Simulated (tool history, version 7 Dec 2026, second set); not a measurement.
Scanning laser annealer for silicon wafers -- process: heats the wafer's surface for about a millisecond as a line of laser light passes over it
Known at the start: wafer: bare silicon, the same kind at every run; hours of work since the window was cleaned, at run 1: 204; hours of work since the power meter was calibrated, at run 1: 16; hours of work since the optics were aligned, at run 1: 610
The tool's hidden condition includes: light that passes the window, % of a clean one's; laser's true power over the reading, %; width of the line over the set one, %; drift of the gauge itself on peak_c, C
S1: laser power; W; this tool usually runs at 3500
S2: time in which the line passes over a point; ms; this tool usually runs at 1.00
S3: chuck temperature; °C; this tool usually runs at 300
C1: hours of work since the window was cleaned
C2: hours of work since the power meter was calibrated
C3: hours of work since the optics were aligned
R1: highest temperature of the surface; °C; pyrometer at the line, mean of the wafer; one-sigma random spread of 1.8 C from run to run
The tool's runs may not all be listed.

run,hour,S1,S2,S3,C1,C2,C3,R1
1,0.0,3500,1.00,300,204,16,610,1008
2,9.6,3500,1.00,300,208,20,614,1006
3,20.3,3500,1.00,300,213,25,619,1003
4,32.1,3500,1.00,300,218,30,624,1008
5,44.6,3500,1.00,300,224,36,630,1009
6,55.2,3500,1.00,280,228,40,635,987
7,65.7,3500,1.00,280,233,45,639,985
8,71.1,3344,1.00,300,236,48,642,967
9,77.8,3500,1.00,297,239,51,645,1001
10,87.2,3500,1.00,297,243,55,649,998
11,92.6,3500,1.00,300,245,57,651,1007
12,100.1,3500,1.00,300,249,61,655,1005
13,105.8,3500,1.00,300,251,63,657,1001
14,118.4,3500,0.87,300,257,69,663,954
15,127.6,3500,0.87,300,261,73,667,952
16,137.4,3500,0.87,300,265,77,671,952
17,146.2,3500,0.87,300,269,81,675,950
18,153.2,3500,0.87,300,272,84,679,953
19,163.0,3500,0.87,300,277,89,683,949
20,171.8,3059,0.82,300,281,93,687,839
21,182.7,3500,1.00,312,286,98,692,1011
22,193.9,3672,1.24,306,291,103,697,1127
23,200.7,3569,1.25,273,294,106,700,1065
# hour 204.5: laser's power meter calibrated
24,209.0,3569,1.25,273,296,2,702,1068
25,220.0,3569,1.25,273,301,7,707,1069
26,228.6,3569,1.25,273,305,11,711,1063
27,235.1,3569,1.25,273,308,14,714,1067
28,247.0,3674,1.25,325,313,19,719,1146
29,258.0,3050,1.12,300,318,24,724,925
30,269.7,3657,1.09,300,323,29,729,1056
# hour 273.8: laser's power meter calibrated, once more
31,283.2,3500,1.00,328,328,4,734,1026
32,292.7,3092,1.00,279,332,8,738,882
33,302.8,3092,1.00,279,337,13,743,879
34,312.7,3092,1.00,279,341,17,747,878

Alternative continuations, all from the tool just after run 34; predict every row:
A,322.8,3500,0.88,282,346,22,752,?
B,322.8,3500,1.18,300,346,22,752,?
C,322.8,3092,0.97,279,346,22,752,?

run,R1
A,931
B,1053
C,873
Take away the tool's hidden state, keep each run's random variation, and the runs would have read:
run,R1
A,978
B,1108
C,917
